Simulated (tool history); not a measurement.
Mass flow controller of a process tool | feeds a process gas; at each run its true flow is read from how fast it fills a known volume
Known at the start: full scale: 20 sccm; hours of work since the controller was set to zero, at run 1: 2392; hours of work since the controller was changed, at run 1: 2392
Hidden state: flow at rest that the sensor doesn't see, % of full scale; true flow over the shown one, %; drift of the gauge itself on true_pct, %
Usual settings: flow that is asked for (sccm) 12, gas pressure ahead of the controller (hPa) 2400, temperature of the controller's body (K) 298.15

| run | hour | flow that is asked for (sccm) | gas pressure ahead of the controller (hPa) | temperature of the controller's body (K) | hours of work since the controller was set to zero | hours of work since the controller was changed | true flow (%) |
|---|---|---|---|---|---|---|---|
| 1 | 0.0 | 12 | 2400 | 298.15 | 2392 | 2392 | 99.55 |
| 2 | 300.5 | 12 | 2400 | 298.15 | 2483 | 2483 | 99.49 |
| 3 | 527.3 | 12 | 2400 | 298.15 | 2551 | 2551 | 99.50 |
| 4 | 888.5 | 12 | 2400 | 298.15 | 2661 | 2661 | 99.50 |
| 5 | 1154.5 | 12 | 2400 | 298.15 | 2741 | 2741 | 99.41 |
| 6 | 1401.3 | 12 | 2400 | 298.15 | 2816 | 2816 | 99.34 |
| 7 | 1621.5 | 12 | 2400 | 298.15 | 2883 | 2883 | 99.40 |
| 8 | 1857.8 | 12 | 2400 | 298.15 | 2954 | 2954 | 99.37 |
| 9 | 2193.0 | 12 | 2400 | 298.15 | 3056 | 3056 | 99.26 |
| 10 | 2401.9 | 12 | 2400 | 298.15 | 3119 | 3119 | 99.38 |
| 11 | 2596.1 | 14 | 2400 | 298.15 | 3178 | 3178 | 99.50 |
| 12 | 2985.2 | 14 | 2400 | 298.15 | 3295 | 3295 | 99.33 |
| 13 | 3405.9 | 14 | 2400 | 298.15 | 3423 | 3423 | 99.22 |
| 14 | 3648.7 | 14 | 2400 | 298.15 | 3496 | 3496 | 99.31 |
| 15 | 3834.9 | 14 | 2400 | 298.15 | 3553 | 3553 | 99.32 |
| 16 | 4068.5 | 14 | 2400 | 298.15 | 3623 | 3623 | 99.43 |
| 17 | 4292.2 | 12 | 2400 | 298.15 | 3691 | 3691 | 99.13 |
| 18 | 4637.2 | 12 | 2400 | 298.15 | 3796 | 3796 | 99.15 |
| 19 | 4866.9 | 12 | 1630 | 298.15 | 3865 | 3865 | 99.25 |
| 20 | 5216.1 | 12 | 1630 | 298.15 | 3971 | 3971 | 99.27 |
| 21 | 5677.9 | 12 | 1630 | 298.15 | 4111 | 4111 | 99.10 |
| 22 | 5991.6 | 12 | 1630 | 298.15 | 4206 | 4206 | 99.16 |
| 23 | 6229.2 | 12 | 2400 | 298.15 | 4278 | 4278 | 99.02 |
| 24 | 6552.9 | 12 | 2440 | 299.15 | 4376 | 4376 | 99.02 |
| 25 | 6837.7 | 12 | 2540 | 298.15 | 4462 | 4462 | 98.91 |
| 26 | 7045.7 | 12 | 2540 | 298.15 | 4525 | 4525 | 98.90 |
| 27 | 7452.2 | 2 | 2340 | 299.15 | 4648 | 4648 | 98.59 |
| 28 | 7803.8 | 6 | 2620 | 308.15 | 4754 | 4754 | 99.23 |
| 29 | 8209.8 | 4 | 2170 | 308.15 | 4877 | 4877 | 99.11 |
| 30 | 8441.2 | 4 | 2130 | 308.15 | 4947 | 4947 | 99.17 |
| 31 | 8815.2 | 4 | 2130 | 308.15 | 5060 | 5060 | 99.11 |
| 32 | 9067.5 | 4 | 2130 | 308.15 | 5137 | 5137 | 99.17 |
| 33 | 9352.1 | 4 | 2660 | 298.15 | 5223 | 5223 | 98.30 |
| 34 | 9652.0 | 4 | 2660 | 298.15 | 5314 | 5314 | 98.21 |
| 35 | 9898.2 | 8 | 1500 | 294.15 | 5388 | 5388 | 98.44 |
| 36 | 10315.2 | 3 | 2400 | 304.15 | 5515 | 5515 | 98.68 |
| 37 | 10627.4 | 3 | 2400 | 304.15 | 5609 | 5609 | 98.72 |
|  | 10648.2 | gauge calibrated |
| 38 | 10844.7 | 3 | 1830 | 294.15 | 5675 | 5675 | 98.80 |
| 39 | 11066.1 | 3 | 1830 | 294.15 | 5742 | 5742 | 98.89 |
| 40 | 11437.5 | 4 | 1750 | 306.15 | 5854 | 5854 | 99.68 |
| 41 | 11859.0 | 4 | 1750 | 306.15 | 5982 | 5982 | 99.71 |
| 42 | 12285.1 | 19 | 2630 | 295.15 | 6111 | 6111 | 99.48 |
| 43 | 12722.9 | 17 | 1560 | 303.15 | 6244 | 6244 | 100.07 |
| 44 | 12914.3 | 11 | 1580 | 303.15 | 6301 | 6301 | 99.73 |
| 45 | 13304.5 | 4 | 2400 | 313.15 | 6420 | 6420 | 99.96 |
|  | 13549.2 | controller's zero set anew |
| 46 | 13549.2 | 4 | 2400 | 313.15 | 0 | 6494 | 100.02 |

5 ways to go on from here, each from the tool as it stands after run 46. What would each give?
| A | 13898.9 | 3 | 2520 | 294.15 | 106 | 6599 | ? |
| B | 13898.9 | 5 | 1680 | 296.15 | 106 | 6599 | ? |
| C | 13898.9 | 3 | 2180 | 310.15 | 106 | 6599 | ? |
| D | 13898.9 | 12 | 1640 | 298.15 | 106 | 6599 | ? |
| E | 13898.9 | 12 | 2710 | 298.15 | 106 | 6599 | ? |

| run | true flow (%) |
|---|---|
| A | 98.35 |
| B | 98.76 |
| C | 99.68 |
| D | 99.45 |
| E | 99.22 |
Without the tool's hidden state the same runs would have given:
| run | true flow (%) |
|---|---|
| A | 98.62 |
| B | 99.02 |
| C | 99.95 |
| D | 99.72 |
| E | 99.49 |
